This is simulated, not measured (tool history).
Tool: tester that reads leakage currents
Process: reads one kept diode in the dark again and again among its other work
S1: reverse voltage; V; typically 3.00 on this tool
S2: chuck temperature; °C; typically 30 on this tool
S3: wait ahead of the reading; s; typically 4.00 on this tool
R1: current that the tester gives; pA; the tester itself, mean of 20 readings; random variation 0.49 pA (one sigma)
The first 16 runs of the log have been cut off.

At hour 673.1: tester calibrated, once more.
Run 17, hour 707.2: usual settings but S1 2.64 V. Result: R1 142.25 pA.
Run 18, hour 762.8: usual settings but S1 2.64 V. Result: R1 142.88 pA.
Run 19, hour 813.0: usual settings but S1 2.64 V. Result: R1 143.04 pA.
Run 20, hour 874.0: usual settings. Result: R1 148.92 pA.
Run 21, hour 934.5: usual settings but S2 48 °C. Result: R1 615.20 pA.
At hour 970.0: chuck's temperature calibrated.
Run 22, hour 978.4: usual settings but S2 48 °C. Result: R1 671.92 pA.
Run 23, hour 1037.9: usual settings but S2 34 °C. Result: R1 227.79 pA.
Run 24, hour 1069.1: usual settings but S2 34 °C. Result: R1 226.80 pA.
Run 25, hour 1114.6: usual settings but S2 34 °C. Result: R1 228.04 pA.
Run 26, hour 1159.1: usual settings but S1 1.92 V, S3 2.00 s. Result: R1 140.50 pA.
Run 27, hour 1215.9: usual settings but S1 1.92 V, S3 2.00 s. Result: R1 140.03 pA.
Run 28, hour 1252.5: usual settings but S1 2.94 V, S2 27 °C, S3 1.20 s. Result: R1 127.60 pA.
Run 29, hour 1279.9: usual settings but S1 2.94 V, S2 27 °C, S3 1.20 s. Result: R1 127.50 pA.
Run 30, hour 1334.1: usual settings but S1 2.94 V, S2 27 °C, S3 1.20 s. Result: R1 127.67 pA.
Run 31, hour 1369.8: usual settings but S1 3.29 V, S3 1.56 s. Result: R1 168.99 pA.
Run 32, hour 1395.9: usual settings but S2 31 °C, S3 0.54 s. Result: R1 178.89 pA.
Run 33, hour 1458.3: usual settings but S1 1.72 V, S2 31 °C, S3 0.34 s. Result: R1 147.13 pA.
Run 34, hour 1486.5: usual settings but S1 1.72 V, S2 31 °C, S3 0.34 s. Result: R1 146.57 pA.
Run 35, hour 1531.7: usual settings but S1 1.72 V, S2 31 °C, S3 0.34 s. Result: R1 146.45 pA.
Run 36, hour 1592.3: usual settings but S1 1.72 V, S2 31 °C, S3 0.34 s. Result: R1 145.60 pA.
Run 37, hour 1647.1: usual settings but S1 5.70 V, S2 36 °C, S3 1.11 s. Result: R1 334.49 pA.
Run 38, hour 1705.3: usual settings but S2 59 °C. Result: R1 1444.36 pA.
Run 39, hour 1751.7: usual settings but S2 50 °C. Result: R1 765.55 pA.

Expected results for the next run?
Run 40, hour 1783.3: usual settings but S2 50 °C. Result: R1 ?.

Run 40 measured R1 761.41 pA.
If the tool had no hidden condition, the same run with the same run-to-run variation would have returned R1 779.03 pA.
